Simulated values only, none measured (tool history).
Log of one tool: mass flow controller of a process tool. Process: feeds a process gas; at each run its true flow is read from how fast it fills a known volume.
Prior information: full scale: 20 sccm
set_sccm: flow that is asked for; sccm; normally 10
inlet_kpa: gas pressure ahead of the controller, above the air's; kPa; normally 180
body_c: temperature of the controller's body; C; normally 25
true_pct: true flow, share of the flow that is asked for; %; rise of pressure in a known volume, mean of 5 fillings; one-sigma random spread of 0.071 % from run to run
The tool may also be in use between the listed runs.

run    hour  set_sccm  inlet_kpa  body_c  true_pct
  1       0        10        180      25     99.17
  2   109.6        10        180      38     98.29
  3   229.5        10        180      38     98.52
  4     336        10        180      38     98.16
  5   427.7        10        180      25     99.15
  6   553.5        10        180      25     99.07
  7   646.4        10        180      25     99.02
  8   785.1        10        180      25     98.95
  9   850.8        10        180      25     99.07
 10   925.7        10        180      25        99
 11  1005.2        10        180      27     98.79
 12  1107.7        10        180      27     98.79
 13  1190.9        10        180      27     98.88
 14  1274.9        10        180      27     98.88
 15  1370.7        10        236      25     98.57
 16  1499.9        10        180      25     98.85
 17  1600.5        10        180      25     98.99
 18  1685.9        10        180      25     98.83
 19  1785.4        10        180      25     98.98
 20  1856.8        10        180      25     98.79
 21  1952.3        10        180      25     98.68
 22  2022.1        10        180      25      98.7
 23  2113.7        10        180      25     98.81
 24  2242.5        10        180      25      98.7
 25    2358        10        180      25     98.71
 26  2428.4        16        180      25     99.56
 27  2539.5        18        180      36     99.05
 28  2680.4        18        142      26     99.32
 29  2764.7        18        142      26        99
 30  2855.4         4        261      28     92.63
 31  2956.1         5        227      25     94.36
 32  3052.2        13        160      25     98.47
 33  3162.5         4        194      25    100.26
 34  3254.1         4        194      25    100.02
 35  3369.3         7        249      24     99.96
 36  3495.3         5        180      25    100.16
 37  3563.7        10        197      33     99.83
 38  3627.7        10        177      25    100.38
 39  3761.6         9        180      31     99.88
 40  3865.4        12        202      31     99.87
 41  3971.5         9        261      31     99.41
 42  4033.2         9        261      31     99.46
 43  4095.9         9        261      31     99.31
 44  4241.4         9        261      31     99.32
 45  4307.7         4        276      26     98.92
 46  4375.1         4        276      26      98.9
 47  4482.9         9        158      35     99.53
 48  4581.2         3        147      25     99.18

Put back what was entered between runs (2 entries, withheld): which listed runs does each sit between, and how does the hidden state differ from the listed run before to the listed run after?
Logged between run 27 and run 28: controller's zero set anew (hour 2548.6)
  flow at rest that the sensor doesn't see, % of full scale: -0.897 -> -1.409; true flow over the shown one, %: 0.51 -> 0.52
  measured less the result without the state, true_pct: -0.48 -> -1.05 %
Logged between run 32 and run 33: controller's zero set anew, once more (hour 3064.5)
  flow at rest that the sensor doesn't see, % of full scale: -1.456 -> -0.039; true flow over the shown one, %: 0.54 -> 0.55
  measured less the result without the state, true_pct: -1.7 -> +0.35 %
